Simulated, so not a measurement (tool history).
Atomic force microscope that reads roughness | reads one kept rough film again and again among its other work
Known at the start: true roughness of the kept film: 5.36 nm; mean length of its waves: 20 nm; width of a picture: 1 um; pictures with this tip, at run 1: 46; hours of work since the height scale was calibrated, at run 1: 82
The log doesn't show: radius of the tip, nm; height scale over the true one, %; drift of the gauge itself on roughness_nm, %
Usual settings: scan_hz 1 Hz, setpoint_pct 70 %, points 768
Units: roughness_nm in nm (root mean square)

| run | hour | scan_hz | setpoint_pct | points | pictures with this tip | hours of work since the height scale was calibrated | roughness_nm |
|---|---|---|---|---|---|---|---|
| 1 | 0 | 1 | 70 | 768 | 46 | 82 | 3.855 |
| 2 | 73 | 1 | 68 | 768 | 151 | 118 | 3.487 |
|  | 153 | new tip fitted |
| 3 | 153.1 | 1 | 68 | 768 | 0 | 157 | 4.041 |
| 4 | 217.3 | 1 | 68 | 768 | 93 | 189 | 3.654 |
| 5 | 260 | 1 | 68 | 768 | 155 | 210 | 3.444 |
| 6 | 314.8 | 1 | 68 | 768 | 234 | 237 | 3.18 |
|  | 334.3 | new tip fitted |
| 7 | 357.9 | 1 | 68 | 768 | 34 | 258 | 3.868 |
| 8 | 415.8 | 1 | 68 | 768 | 118 | 286 | 3.56 |
| 9 | 473.4 | 1 | 68 | 768 | 201 | 315 | 3.28 |
| 10 | 510 | 1 | 68 | 768 | 254 | 333 | 3.128 |
|  | 514 | new tip fitted |
| 11 | 563.9 | 1.37 | 57 | 768 | 72 | 359 | 3.749 |
| 12 | 623.9 | 1.37 | 57 | 768 | 159 | 389 | 3.403 |
|  | 630.7 | height scale calibrated on a step standard |
|  | 694.1 | new tip fitted |
| 13 | 704.8 | 1.37 | 57 | 768 | 15 | 36 | 4.018 |
| 14 | 762.2 | 0.99 | 63 | 472 | 98 | 65 | 3.635 |
| 15 | 822.7 | 0.83 | 80 | 1006 | 186 | 94 | 3.278 |
|  | 852.7 | height scale calibrated on a step standard, once more |
| 16 | 862.1 | 1 | 61 | 768 | 242 | 5 | 3.214 |
|  | 875.2 | new tip fitted |
| 17 | 928.5 | 1 | 61 | 768 | 77 | 37 | 3.741 |
| 18 | 982.7 | 0.61 | 63 | 768 | 156 | 64 | 3.482 |
|  | 1059.2 | new tip fitted |
| 19 | 1068.7 | 0.61 | 63 | 768 | 14 | 106 | 4.062 |

Forecast each of these 5 alternatives for the next run:
| A | 1139.6 | 0.53 | 70 | 447 | 116 | 141 | ? |
| B | 1139.6 | 1 | 61 | 768 | 116 | 141 | ? |
| C | 1139.6 | 0.52 | 70 | 768 | 116 | 141 | ? |
| D | 1139.6 | 0.62 | 65 | 815 | 116 | 141 | ? |
| E | 1139.6 | 1.04 | 70 | 543 | 116 | 141 | ? |

| run | roughness_nm |
|---|---|
| A | 3.56 |
| B | 3.631 |
| C | 3.602 |
| D | 3.591 |
| E | 3.522 |
Without the tool's hidden state the same runs would have given:
| run | roughness_nm |
|---|---|
| A | 4.084 |
| B | 4.166 |
| C | 4.133 |
| D | 4.121 |
| E | 4.042 |
